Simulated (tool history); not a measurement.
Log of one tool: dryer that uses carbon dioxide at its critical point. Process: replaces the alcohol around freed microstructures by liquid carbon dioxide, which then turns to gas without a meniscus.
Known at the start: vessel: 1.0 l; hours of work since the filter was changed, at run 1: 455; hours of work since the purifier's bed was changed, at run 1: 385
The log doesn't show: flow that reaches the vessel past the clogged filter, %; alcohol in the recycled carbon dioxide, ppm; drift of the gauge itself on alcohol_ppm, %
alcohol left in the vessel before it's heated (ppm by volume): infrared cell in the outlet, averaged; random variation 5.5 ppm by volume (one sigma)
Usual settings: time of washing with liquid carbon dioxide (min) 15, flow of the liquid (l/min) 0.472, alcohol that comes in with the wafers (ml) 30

run   hour  time of washing with liquid carbon dioxide (min)  flow of the liquid (l/min)  alcohol that comes in with the wafers (ml)  hours of work since the filter was changed  hours of work since the purifier's bed was changed  alcohol left in the vessel before it's heated (ppm by volume)
  1    0.0                                                15                       0.472                                          30                                         455                                                 385                                                            193
  2   32.3                                                15                       0.472                                          40                                         466                                                 397                                                            268
  3   67.4                                                21                       0.472                                          30                                         479                                                 409                                                             48
  4   92.2                                                10                       0.472                                          30                                         487                                                 418                                                           1069
  5  118.9                                                15                       0.472                                          30                                         497                                                 427                                                            214
  6  154.8                                                15                       0.528                                          30                                         510                                                 440                                                            122
  7  172.5                                                15                       0.528                                          30                                         516                                                 446                                                            126
  8  192.5                                                15                       0.528                                          30                                         523                                                 454                                                            127
  9  219.5                                                15                       0.543                                          30                                         533                                                 463                                                            105
 10  252.0                                                15                       0.543                                          30                                         544                                                 475                                                            111
 11  276.5                                                15                       0.543                                          30                                         553                                                 483                                                            116
 12  298.0                                                15                       0.543                                          30                                         560                                                 491                                                            107
 13  315.8                                                12                       0.288                                          30                                         567                                                 497                                                           2877
 14  346.8                                                12                       0.288                                          30                                         578                                                 508                                                           2809
 15  378.5                                                21                       0.499                                          30                                         589                                                 520                                                             43
     382.2  -- inlet filter changed
 16  398.6                                                18                       0.472                                          44                                           6                                                 526                                                             97
 17  417.7                                                24                       0.472                                          40                                          13                                                 533                                                             26
 18  441.1                                                10                       0.325                                          30                                          21                                                 541                                                           2793
 19  456.5                                                21                       0.472                                          72                                          26                                                 547                                                             65
 20  475.4                                                10                       0.774                                          28                                          33                                                 554                                                             95
 21  511.3                                                 9                       0.472                                          30                                          46                                                 566                                                           1290

The next listed run, before its measurement:
 22  531.2                                                15                       0.718                                          86                                          53                                                 573                                                              ?

alcohol left in the vessel before it's heated (ppm by volume): 39
Without the tool's hidden state the same run would have given alcohol left in the vessel before it's heated (ppm by volume) 19.

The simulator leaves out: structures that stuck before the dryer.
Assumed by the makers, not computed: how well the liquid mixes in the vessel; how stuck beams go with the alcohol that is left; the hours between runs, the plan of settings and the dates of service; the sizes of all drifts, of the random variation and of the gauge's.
